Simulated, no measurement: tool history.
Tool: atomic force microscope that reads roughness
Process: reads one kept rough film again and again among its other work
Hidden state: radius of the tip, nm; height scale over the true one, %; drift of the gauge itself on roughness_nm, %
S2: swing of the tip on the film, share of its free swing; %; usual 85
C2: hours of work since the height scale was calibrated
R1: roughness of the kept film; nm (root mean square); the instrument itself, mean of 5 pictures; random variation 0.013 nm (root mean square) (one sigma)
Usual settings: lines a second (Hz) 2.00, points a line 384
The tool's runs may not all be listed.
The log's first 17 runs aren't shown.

{"hour": 767.7, "done": "new tip fitted"}
{"run": 18, "hour": 791.9, "lines a second (Hz)": 2.0, "S2": 56, "points a line": 384, "pictures with this tip": 28, "C2": 586, "R1": 2.895}
{"hour": 831.0, "done": "new tip fitted"}
{"run": 19, "hour": 831.2, "lines a second (Hz)": 2.0, "S2": 56, "points a line": 384, "pictures with this tip": 0, "C2": 603, "R1": 3.376}
{"run": 20, "hour": 866.7, "lines a second (Hz)": 2.0, "S2": 74, "points a line": 384, "pictures with this tip": 41, "C2": 619, "R1": 2.427}
{"hour": 900.7, "done": "new tip fitted"}
{"run": 21, "hour": 925.3, "lines a second (Hz)": 2.0, "S2": 74, "points a line": 384, "pictures with this tip": 29, "C2": 644, "R1": 2.676}
{"run": 22, "hour": 952.4, "lines a second (Hz)": 2.0, "S2": 79, "points a line": 384, "pictures with this tip": 60, "C2": 656, "R1": 2.223}
{"hour": 969.0, "done": "new tip fitted"}
{"run": 23, "hour": 979.5, "lines a second (Hz)": 2.0, "S2": 79, "points a line": 384, "pictures with this tip": 12, "C2": 668, "R1": 2.872}
{"run": 24, "hour": 1013.5, "lines a second (Hz)": 0.56, "S2": 79, "points a line": 287, "pictures with this tip": 51, "C2": 683, "R1": 2.496}
{"hour": 1035.6, "done": "new tip fitted"}
{"run": 25, "hour": 1052.9, "lines a second (Hz)": 3.77, "S2": 79, "points a line": 661, "pictures with this tip": 20, "C2": 700, "R1": 2.457}
{"run": 26, "hour": 1095.8, "lines a second (Hz)": 3.61, "S2": 75, "points a line": 661, "pictures with this tip": 69, "C2": 718, "R1": 1.962}
{"hour": 1100.1, "done": "new tip fitted"}
{"run": 27, "hour": 1140.3, "lines a second (Hz)": 1.34, "S2": 56, "points a line": 321, "pictures with this tip": 46, "C2": 738, "R1": 2.638}
{"hour": 1164.8, "done": "new tip fitted"}
{"run": 28, "hour": 1172.3, "lines a second (Hz)": 0.96, "S2": 56, "points a line": 581, "pictures with this tip": 8, "C2": 751, "R1": 3.257}
{"run": 29, "hour": 1205.4, "lines a second (Hz)": 0.96, "S2": 56, "points a line": 581, "pictures with this tip": 46, "C2": 766, "R1": 2.606}

Forecast run 30:
{"hour": 1232.4, "done": "new tip fitted"}
{"run": 30, "hour": 1270.6, "lines a second (Hz)": 1.01, "S2": 57, "points a line": 384, "pictures with this tip": 44, "C2": 794, "R1": "?"}

{"run 30": {"R1": 2.563}}
Without the tool's hidden state the same run would have given R1 3.516 nm (root mean square).
